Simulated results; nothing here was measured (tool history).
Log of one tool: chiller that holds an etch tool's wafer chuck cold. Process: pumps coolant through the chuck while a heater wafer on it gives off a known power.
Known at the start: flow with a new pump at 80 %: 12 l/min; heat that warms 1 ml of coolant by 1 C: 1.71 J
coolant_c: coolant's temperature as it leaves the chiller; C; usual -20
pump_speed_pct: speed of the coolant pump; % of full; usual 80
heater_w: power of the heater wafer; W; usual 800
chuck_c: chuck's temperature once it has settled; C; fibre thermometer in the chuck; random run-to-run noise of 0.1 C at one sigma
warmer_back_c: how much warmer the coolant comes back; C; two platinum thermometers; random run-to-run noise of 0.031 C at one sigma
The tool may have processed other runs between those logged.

run   hour  coolant_c  pump_speed_pct  heater_w  chuck_c  warmer_back_c
  1    0.0        -20              80       800    -10.1           2.35
  2   43.9        -20              80       800     -9.8           2.39
  3   63.6        -20              80       800    -10.0           2.36
  4  105.8        -20              80       800     -9.8           2.40
  5  124.3        -20              80       800    -10.1           2.46
  6  165.1        -20              80       800    -10.2           2.45
  7  195.4        -20              80       800    -10.1           2.43
  8  215.5        -20              80       800    -10.1           2.47
  9  238.2        -20              80       800     -9.9           2.53
 10  261.8        -20              80       406    -14.9           1.40
 11  300.2        -20              80       406    -14.8           1.42
 12  334.5        -20              80       406    -14.9           1.41
 13  362.5        -20              62       800     -8.4           3.31
 14  403.0        -19              80       800     -8.8           2.63
 15  443.4        -20              65       800     -8.9           3.19
 16  467.2        -20              65       800     -8.7           3.25
 17  495.8        -20              65       800     -8.9           3.25
 18  534.8        -26              92       801    -16.7           2.37
 19  565.1        -20              69       800     -9.1           3.17
 20  596.4        -20              69       800     -9.3           3.15
 21  640.2        -14              69       800     -3.1           3.23
 22  674.3        -14              69       800     -3.1           3.18
 23  705.3        -27              77       595    -19.3           2.24
 24  725.8        -27              77       595    -19.6           2.30
     758.0  -- gauge calibrated
 25  767.8        -27              77       595    -19.3           1.80
 26  794.3        -27              77       595    -19.4           1.89
 27  825.0        -27              77       595    -19.3           1.89
 28  868.3        -20              77       800     -9.6           2.52
 29  892.2        -20              80      1044     -6.9           3.18
 30  913.6        -20              80      1044     -6.8           3.13
 31  943.3        -20              80      1044     -7.0           3.17
 32  961.9        -20              76       800     -9.7           2.62

3 ways to go on from here, each from the tool as it stands after run 32. What would each give?
  A  982.2        -20              90       405        ?              ?
  B  982.2        -21              64       509        ?              ?
  C  982.2        -20              99       800        ?              ?

run  chuck_c  warmer_back_c
  A    -15.3           1.21
  B    -13.7           2.04
  C    -11.1           2.04
With no hidden state in the tool, these same runs would have given:
run  chuck_c  warmer_back_c
  A    -15.3           1.06
  B    -13.7           1.89
  C    -11.1           1.90
